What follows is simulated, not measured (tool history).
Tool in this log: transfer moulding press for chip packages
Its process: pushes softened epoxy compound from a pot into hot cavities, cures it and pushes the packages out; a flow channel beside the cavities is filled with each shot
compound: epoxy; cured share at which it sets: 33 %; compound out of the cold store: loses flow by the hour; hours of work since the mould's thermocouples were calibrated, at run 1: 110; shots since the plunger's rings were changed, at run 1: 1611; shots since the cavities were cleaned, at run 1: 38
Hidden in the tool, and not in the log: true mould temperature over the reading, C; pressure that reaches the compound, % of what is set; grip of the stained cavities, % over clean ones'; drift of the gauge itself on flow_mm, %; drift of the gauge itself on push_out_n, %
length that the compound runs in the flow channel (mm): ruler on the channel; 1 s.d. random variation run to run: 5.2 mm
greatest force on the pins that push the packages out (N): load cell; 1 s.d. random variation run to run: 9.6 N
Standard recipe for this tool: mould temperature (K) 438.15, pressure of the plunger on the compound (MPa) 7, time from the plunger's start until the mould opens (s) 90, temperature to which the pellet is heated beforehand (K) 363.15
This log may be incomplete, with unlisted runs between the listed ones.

run,hour,mould temperature (K),pressure of the plunger on the compound (MPa),time from the plunger's start until the mould opens (s),temperature to which the pellet is heated beforehand (K),hours of work since the mould's thermocouples were calibrated,shots since the plunger's rings were changed,shots since the cavities were cleaned,incoming compound's hours out of the cold store,length that the compound runs in the flow channel (mm),greatest force on the pins that push the packages out (N)
1,0,438.15,7,90,363.15,110,1611,38,46.2,785,465
2,29.7,438.15,7,90,363.15,126,1907,334,16.7,876,580
# hour 55.5: cavities cleaned with cleaning compound and waxed
3,56.8,438.15,7,90,363.15,140,2163,13,47.1,764,436
4,97.3,438.15,7,90,363.15,162,2567,417,13.1,891,569
# hour 115: cavities cleaned with cleaning compound and waxed
5,118.8,444.15,7,90,363.15,172,2767,38,12.2,864,432
6,158.4,444.15,7,90,363.15,194,3162,433,33.8,774,530
# hour 174.1: cavities cleaned with cleaning compound and waxed
7,183.3,438.15,7,90,373.15,206,3395,91,11.6,875,502
8,229.3,438.15,7,90,363.15,231,3855,551,16.5,849,626
# hour 235.2: cavities cleaned with cleaning compound and waxed
9,252.2,438.15,7,90,358.15,243,4069,171,22.2,832,516
10,275,438.15,7,90,370.15,255,4296,398,19.2,840,575
# hour 295.7: cavities cleaned with cleaning compound and waxed
11,297.2,438.15,7,90,370.15,266,4503,15,36.9,772,450
12,321.4,445.15,7,90,363.15,279,4744,256,13.3,834,501
13,348.7,445.15,7,90,363.15,294,5017,529,24,784,543
# hour 354.6: cavities cleaned with cleaning compound and waxed
14,391,445.15,7,90,363.15,316,5424,363,25.2,777,494
# hour 411.5: plunger's sealing rings changed
# hour 416.6: cavities cleaned with cleaning compound and waxed
15,417.6,438.15,8.55,109,363.15,328,46,11,31.9,925,406
16,438.3,439.15,7,95,357.15,339,252,217,27.6,858,510
17,459.9,445.15,7,81,363.15,351,468,433,39.5,793,550
# hour 476.9: cavities cleaned with cleaning compound and waxed
18,487.9,445.15,7,81,363.15,365,732,110,37.4,802,467
19,529.1,445.15,7,88,369.15,387,1144,522,20.5,846,515
# hour 537.1: cavities cleaned with cleaning compound and waxed
20,571.1,445.15,7,88,369.15,409,1548,340,36.9,781,505
# hour 597.2: cavities cleaned with cleaning compound and waxed
21,597.3,445.15,7,88,369.15,422,1794,0,29.1,814,414
22,619.3,443.15,7,97,356.15,434,2015,221,38.8,777,476
# hour 658.1: cavities cleaned with cleaning compound and waxed
23,667.4,443.15,5.84,111,363.15,459,2479,93,8.8,797,432
24,692.5,438.15,7,105,357.15,473,2730,344,39.5,785,503
# hour 719.4: cavities cleaned with cleaning compound and waxed
25,727.2,444.15,6.67,90,354.15,490,3061,77,9.6,848,441

What differs in the tool's unlogged condition from the final listed run ahead of each entry between runs to the first listed run following it?
From run 2 to run 3: cavities cleaned with cleaning compound and waxed (hour 55.5)
  true mould temperature over the reading, C: 0.08 -> 0.11; pressure that reaches the compound, % of what is set: 93.99 -> 93.2; grip of the stained cavities, % over clean ones': 29.7 -> 2.2
  difference, measured minus the result without the unlogged condition, length that the compound runs in the flow channel (mm): -27 -> -28; greatest force on the pins that push the packages out (N): +132 -> +8
From run 4 to run 5: cavities cleaned with cleaning compound and waxed (hour 115)
  true mould temperature over the reading, C: 0.16 -> 0.18; pressure that reaches the compound, % of what is set: 92.03 -> 91.49; grip of the stained cavities, % over clean ones': 32.5 -> 5.1
  difference, measured minus the result without the unlogged condition, length that the compound runs in the flow channel (mm): -38 -> -40; greatest force on the pins that push the packages out (N): +138 -> +20
From run 6 to run 7: cavities cleaned with cleaning compound and waxed (hour 174.1)
  true mould temperature over the reading, C: 0.22 -> 0.25; pressure that reaches the compound, % of what is set: 90.33 -> 89.66; grip of the stained cavities, % over clean ones': 33.4 -> 11.7
  difference, measured minus the result without the unlogged condition, length that the compound runs in the flow channel (mm): -41 -> -50; greatest force on the pins that push the packages out (N): +130 -> +50
From run 8 to run 9: cavities cleaned with cleaning compound and waxed (hour 235.2)
  true mould temperature over the reading, C: 0.31 -> 0.33; pressure that reaches the compound, % of what is set: 88.39 -> 87.7; grip of the stained cavities, % over clean ones': 38.2 -> 17.7
  difference, measured minus the result without the unlogged condition, length that the compound runs in the flow channel (mm): -55 -> -58; greatest force on the pins that push the packages out (N): +168 -> +73
From run 10 to run 11: cavities cleaned with cleaning compound and waxed (hour 295.7)
  true mould temperature over the reading, C: 0.36 -> 0.39; pressure that reaches the compound, % of what is set: 87.03 -> 86.45; grip of the stained cavities, % over clean ones': 32 -> 2.2
  difference, measured minus the result without the unlogged condition, length that the compound runs in the flow channel (mm): -62 -> -60; greatest force on the pins that push the packages out (N): +135 -> +5
From run 13 to run 14: cavities cleaned with cleaning compound and waxed (hour 354.6)
  true mould temperature over the reading, C: 0.45 -> 0.49; pressure that reaches the compound, % of what is set: 84.95 -> 83.77; grip of the stained cavities, % over clean ones': 39 -> 31
  difference, measured minus the result without the unlogged condition, length that the compound runs in the flow channel (mm): -68 -> -74; greatest force on the pins that push the packages out (N): +151 -> +115
From run 14 to run 15: plunger's sealing rings changed (hour 411.5); cavities cleaned with cleaning compound and waxed (hour 416.6)
  true mould temperature over the reading, C: 0.49 -> 0.52; pressure that reaches the compound, % of what is set: 83.77 -> 99.42; grip of the stained cavities, % over clean ones': 31 -> 2.8
  difference, measured minus the result without the unlogged condition, length that the compound runs in the flow channel (mm): -74 -> -4; greatest force on the pins that push the packages out (N): +115 -> +10
From run 17 to run 18: cavities cleaned with cleaning compound and waxed (hour 476.9)
  true mould temperature over the reading, C: 0.57 -> 0.6; pressure that reaches the compound, % of what is set: 98.19 -> 97.46; grip of the stained cavities, % over clean ones': 34.4 -> 13.7
  difference, measured minus the result without the unlogged condition, length that the compound runs in the flow channel (mm): -8 -> -12; greatest force on the pins that push the packages out (N): +139 -> +53
From run 19 to run 20: cavities cleaned with cleaning compound and waxed (hour 537.1)
  true mould temperature over the reading, C: 0.65 -> 0.7; pressure that reaches the compound, % of what is set: 96.25 -> 95.1; grip of the stained cavities, % over clean ones': 36.6 -> 28.5
  difference, measured minus the result without the unlogged condition, length that the compound runs in the flow channel (mm): -18 -> -22; greatest force on the pins that push the packages out (N): +138 -> +110
From run 20 to run 21: cavities cleaned with cleaning compound and waxed (hour 597.2)
  true mould temperature over the reading, C: 0.7 -> 0.73; pressure that reaches the compound, % of what is set: 95.1 -> 94.33; grip of the stained cavities, % over clean ones': 28.5 -> 3.1
  difference, measured minus the result without the unlogged condition, length that the compound runs in the flow channel (mm): -22 -> -26; greatest force on the pins that push the packages out (N): +110 -> +11
From run 22 to run 23: cavities cleaned with cleaning compound and waxed (hour 658.1)
  true mould temperature over the reading, C: 0.75 -> 0.81; pressure that reaches the compound, % of what is set: 93.59 -> 92.24; grip of the stained cavities, % over clean ones': 22.9 -> 10.7
  difference, measured minus the result without the unlogged condition, length that the compound runs in the flow channel (mm): -29 -> -35; greatest force on the pins that push the packages out (N): +87 -> +41
From run 24 to run 25: cavities cleaned with cleaning compound and waxed (hour 719.4)
  true mould temperature over the reading, C: 0.84 -> 0.87; pressure that reaches the compound, % of what is set: 91.51 -> 90.59; grip of the stained cavities, % over clean ones': 29.6 -> 11.5
  difference, measured minus the result without the unlogged condition, length that the compound runs in the flow channel (mm): -39 -> -46; greatest force on the pins that push the packages out (N): +111 -> +43
